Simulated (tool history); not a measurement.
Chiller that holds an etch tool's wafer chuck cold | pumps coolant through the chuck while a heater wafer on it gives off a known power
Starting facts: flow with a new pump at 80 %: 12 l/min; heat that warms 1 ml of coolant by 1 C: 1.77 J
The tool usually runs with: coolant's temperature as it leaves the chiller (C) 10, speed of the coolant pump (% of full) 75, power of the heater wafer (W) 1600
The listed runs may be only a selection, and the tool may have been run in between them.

run   hour  coolant's temperature as it leaves the chiller (C)  speed of the coolant pump (% of full)  power of the heater wafer (W)  chuck's temperature once it has settled (C)  how much warmer the coolant comes back (C)
  1    0.0                                                  10                                     75                           1600                                         25.0                                        4.99
  2   27.6                                                  10                                     75                           1600                                         24.8                                        4.94
  3   61.2                                                  10                                     75                           1341                                         22.4                                        4.18
  4   84.6                                                  10                                     75                           1600                                         25.0                                        5.01
  5  113.8                                                  10                                     75                           1600                                         25.2                                        5.00
  6  130.8                                                  10                                     75                           1057                                         19.9                                        3.30
  7  155.0                                                  10                                     75                           1054                                         19.7                                        3.22
  8  190.9                                                  10                                     65                           1600                                         26.5                                        5.82
  9  212.4                                                  10                                     65                           1600                                         26.4                                        5.85
 10  240.0                                                  10                                     65                           1600                                         26.6                                        5.82
 11  255.9                                                  10                                     65                           1600                                         26.5                                        5.77
 12  284.9                                                  10                                     75                           1600                                         25.3                                        4.95
 13  299.8                                                  10                                     75                           1600                                         25.1                                        5.03
 14  323.9                                                  19                                     75                           1600                                         34.2                                        4.95
 15  354.3                                                  19                                     75                           1600                                         34.0                                        4.99
 16  379.3                                                  19                                     75                           1600                                         34.3                                        5.03
 17  401.8                                                  12                                     80                           1600                                         26.5                                        4.65
 18  422.4                                                  15                                     68                           1600                                         31.0                                        5.51
 19  455.3                                                  15                                     68                           1600                                         31.1                                        5.60
 20  481.4                                                  10                                     99                           2113                                         27.2                                        4.89
     489.7  -- coolant pump overhauled
 21  521.7                                                   8                                     62                           1600                                         25.2                                        6.21
 22  545.3                                                  16                                     62                           1600                                         33.2                                        6.27
     553.9  -- coolant pump overhauled, once more
 23  584.7                                                   4                                     75                            880                                         12.2                                        2.72
 24  610.8                                                  17                                     94                           1686                                         30.9                                        4.00
 25  640.2                                                  17                                     94                           1455                                         28.9                                        3.42
 26  668.6                                                  10                                     85                            884                                         17.7                                        2.36
 27  696.8                                                  10                                     85                            884                                         17.5                                        2.37
 28  725.0                                                  10                                     78                           1007                                         19.0                                        2.99
 29  743.4                                                  20                                     76                            809                                         27.4                                        2.37
 30  776.8                                                   7                                     87                           1532                                         20.4                                        4.00
 31  799.0                                                  17                                     90                           1340                                         28.5                                        3.40

Forecast each of these 5 alternatives for the next run:
  A  823.9                                                  18                                     80                           1340                                            ?                                           ?
  B  823.9                                                  16                                     75                           1589                                            ?                                           ?
  C  823.9                                                  10                                     74                           1600                                            ?                                           ?
  D  823.9                                                   4                                     79                           1537                                            ?                                           ?
  E  823.9                                                  19                                     75                           1600                                            ?                                           ?

run  chuck's temperature once it has settled (C)  how much warmer the coolant comes back (C)
  A                                         30.3                                        3.81
  B                                         31.1                                        4.86
  C                                         25.4                                        4.88
  D                                         18.1                                        4.40
  E                                         34.2                                        4.84
What these runs would have given with no unlogged condition in the tool:
run  chuck's temperature once it has settled (C)  how much warmer the coolant comes back (C)
  A                                         29.7                                        3.78
  B                                         30.3                                        4.82
  C                                         24.6                                        4.85
  D                                         17.3                                        4.37
  E                                         33.4                                        4.81
